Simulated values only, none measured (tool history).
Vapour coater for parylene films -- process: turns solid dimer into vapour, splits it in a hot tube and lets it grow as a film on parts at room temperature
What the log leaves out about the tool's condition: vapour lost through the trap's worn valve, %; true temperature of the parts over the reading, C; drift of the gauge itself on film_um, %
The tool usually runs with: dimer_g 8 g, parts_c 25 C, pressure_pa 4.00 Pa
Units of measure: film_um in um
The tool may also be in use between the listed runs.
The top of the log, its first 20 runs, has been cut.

run,day,dimer_g,parts_c,pressure_pa,hours of work since the trap's valve was overhauled,hours of work since the table's thermometer was calibrated,film_um
21,32.954,6,25,4.00,127,361,4.42
22,35.208,8,25,4.00,168,401,5.95
23,36.746,8,25,4.00,195,429,5.93
24,38.417,7,25,5.49,225,459,4.88
25,39.512,7,18,5.49,245,479,6.70
26,41.188,7,18,5.49,275,509,6.63
27,42.242,14,18,5.49,294,528,13.17
28,43.275,14,18,5.49,313,546,13.16
29,45.429,7,33,4.01,351,585,3.60
30,46.592,7,33,4.01,372,606,3.56
31,47.904,4,30,3.22,396,630,2.41
32,49.846,4,25,10.20,431,664,2.51
33,51.804,13,34,6.42,466,700,5.83
34,53.925,13,34,6.42,504,738,5.81
35,56.154,11,31,8.16,544,778,5.39
36,58.129,11,31,8.16,580,813,5.38
37,59.679,7,28,8.16,607,841,3.94
38,61.054,7,28,8.16,632,866,3.86
# day 61.804: table's thermometer calibrated
39,62.788,7,28,8.16,662,18,3.91
# day 63.575: trap's valve overhauled
40,64.400,7,28,7.53,15,44,4.28
41,66.404,4,26,8.82,51,80,2.58
42,68.304,4,17,5.30,85,114,4.06
43,70.279,3,20,6.78,120,149,2.59
44,71.946,6,33,6.10,150,179,2.97

The next listed run, before its measurement:
45,73.962,4,36,7.07,187,215,?

film_um: 1.68 um
Had the tool carried no hidden state, the very same run would have given film_um 1.71 um.

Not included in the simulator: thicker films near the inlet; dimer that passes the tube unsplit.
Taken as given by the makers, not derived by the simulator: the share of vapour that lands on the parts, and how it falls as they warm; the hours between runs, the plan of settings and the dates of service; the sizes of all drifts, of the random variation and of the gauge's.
